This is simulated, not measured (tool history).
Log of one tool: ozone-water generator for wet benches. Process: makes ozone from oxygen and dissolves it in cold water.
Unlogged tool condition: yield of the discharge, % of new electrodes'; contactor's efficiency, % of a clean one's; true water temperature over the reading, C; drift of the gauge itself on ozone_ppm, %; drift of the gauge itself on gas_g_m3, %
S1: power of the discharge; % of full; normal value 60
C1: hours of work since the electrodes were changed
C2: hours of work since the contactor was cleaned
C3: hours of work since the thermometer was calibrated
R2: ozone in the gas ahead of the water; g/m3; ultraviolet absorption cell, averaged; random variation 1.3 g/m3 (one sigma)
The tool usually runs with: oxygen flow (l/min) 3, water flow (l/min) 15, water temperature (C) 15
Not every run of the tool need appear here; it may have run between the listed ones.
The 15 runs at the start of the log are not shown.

Run 16, hour 853.5: usual settings; C1 957; C2 4118; C3 61. Result: dissolved ozone (ppm) 25.3, R2 239.1 g/m3.
At hour 898: water thermometer calibrated, once more.
Run 17, hour 912.5: usual settings but water flow (l/min) 17; C1 1003; C2 4164; C3 11. Result: dissolved ozone (ppm) 22.8, R2 235.1 g/m3.
Run 18, hour 946.1: usual settings but S1 78 % of full, oxygen flow (l/min) 2.81, water flow (l/min) 17; C1 1029; C2 4190; C3 37. Result: dissolved ozone (ppm) 25.8, R2 278.2 g/m3.
Run 19, hour 1012.6: usual settings but S1 58 % of full; C1 1081; C2 4242; C3 89. Result: dissolved ozone (ppm) 25.1, R2 232 g/m3.
Run 20, hour 1050.1: usual settings but S1 43 % of full, water flow (l/min) 16; C1 1110; C2 4271; C3 118. Result: dissolved ozone (ppm) 20.4, R2 198.5 g/m3.
Run 21, hour 1089.1: usual settings but S1 54 % of full, oxygen flow (l/min) 2.75, water flow (l/min) 10; C1 1140; C2 4301; C3 148. Result: dissolved ozone (ppm) 31.4, R2 230.6 g/m3.
Run 22, hour 1167: usual settings but S1 96 % of full, oxygen flow (l/min) 1.74, water flow (l/min) 10; C1 1200; C2 4362; C3 209. Result: dissolved ozone (ppm) 37.1, R2 358.1 g/m3.
Run 23, hour 1242.3: usual settings but oxygen flow (l/min) 3.06, water temperature (C) 17; C1 1259; C2 4420; C3 267. Result: dissolved ozone (ppm) 24.9, R2 234.8 g/m3.
Run 24, hour 1304.9: usual settings but oxygen flow (l/min) 3.96, water temperature (C) 8; C1 1308; C2 4469; C3 316. Result: dissolved ozone (ppm) 30.1, R2 214.9 g/m3.
Run 25, hour 1351.7: usual settings but water temperature (C) 20; C1 1344; C2 4505; C3 352. Result: dissolved ozone (ppm) 23.6, R2 235 g/m3.
Run 26, hour 1389.7: usual settings but S1 76 % of full, water temperature (C) 8; C1 1373; C2 4535; C3 382. Result: dissolved ozone (ppm) 30.6, R2 266.6 g/m3.
Run 27, hour 1443.2: usual settings but S1 76 % of full, water temperature (C) 8; C1 1415; C2 4576; C3 423. Result: dissolved ozone (ppm) 30.5, R2 266.4 g/m3.
Run 28, hour 1514.7: usual settings but S1 76 % of full, water temperature (C) 8; C1 1470; C2 4632; C3 479. Result: dissolved ozone (ppm) 30.6, R2 265.2 g/m3.
Run 29, hour 1550.3: usual settings but S1 91 % of full, oxygen flow (l/min) 3.08, water temperature (C) 7; C1 1498; C2 4659; C3 506. Result: dissolved ozone (ppm) 34.8, R2 288.2 g/m3.
Run 30, hour 1604.6: usual settings but S1 57 % of full, water flow (l/min) 17; C1 1540; C2 4701; C3 549. Result: dissolved ozone (ppm) 21.9, R2 227.2 g/m3.
Run 31, hour 1677.5: usual settings but water flow (l/min) 12; C1 1597; C2 4758; C3 605. Result: dissolved ozone (ppm) 29.5, R2 231 g/m3.
Run 32, hour 1734.1: usual settings but S1 93 % of full, water flow (l/min) 21; C1 1641; C2 4802; C3 649. Result: dissolved ozone (ppm) 23.3, R2 293.7 g/m3.

What if the next run were any one of these 5? Each begins from the tool's condition after run 32:
Run A, hour 1766.8: usual settings but S1 61 % of full; C1 1666; C2 4827; C3 675. Result: dissolved ozone (ppm) ?, R2 ?.
Run B, hour 1766.8: usual settings but oxygen flow (l/min) 2.85; C1 1666; C2 4827; C3 675. Result: dissolved ozone (ppm) ?, R2 ?.
Run C, hour 1766.8: usual settings but S1 77 % of full; C1 1666; C2 4827; C3 675. Result: dissolved ozone (ppm) ?, R2 ?.
Run D, hour 1766.8: usual settings but S1 95 % of full, water temperature (C) 9; C1 1666; C2 4827; C3 675. Result: dissolved ozone (ppm) ?, R2 ?.
Run E, hour 1766.8: usual settings but water temperature (C) 16; C1 1666; C2 4827; C3 675. Result: dissolved ozone (ppm) ?, R2 ?.

run  dissolved ozone (ppm)     R2
  A                   25.1  232.7
  B                   24.7  237.6
  C                   28.4  265.4
  D                   33.7    298
  E                   24.6  231.2
Without the tool's hidden state the same runs would have given:
run  dissolved ozone (ppm)     R2
  A                     27  245.4
  B                   26.6  250.3
  C                   30.9  281.7
  D                   36.8  318.3
  E                   26.5  243.6
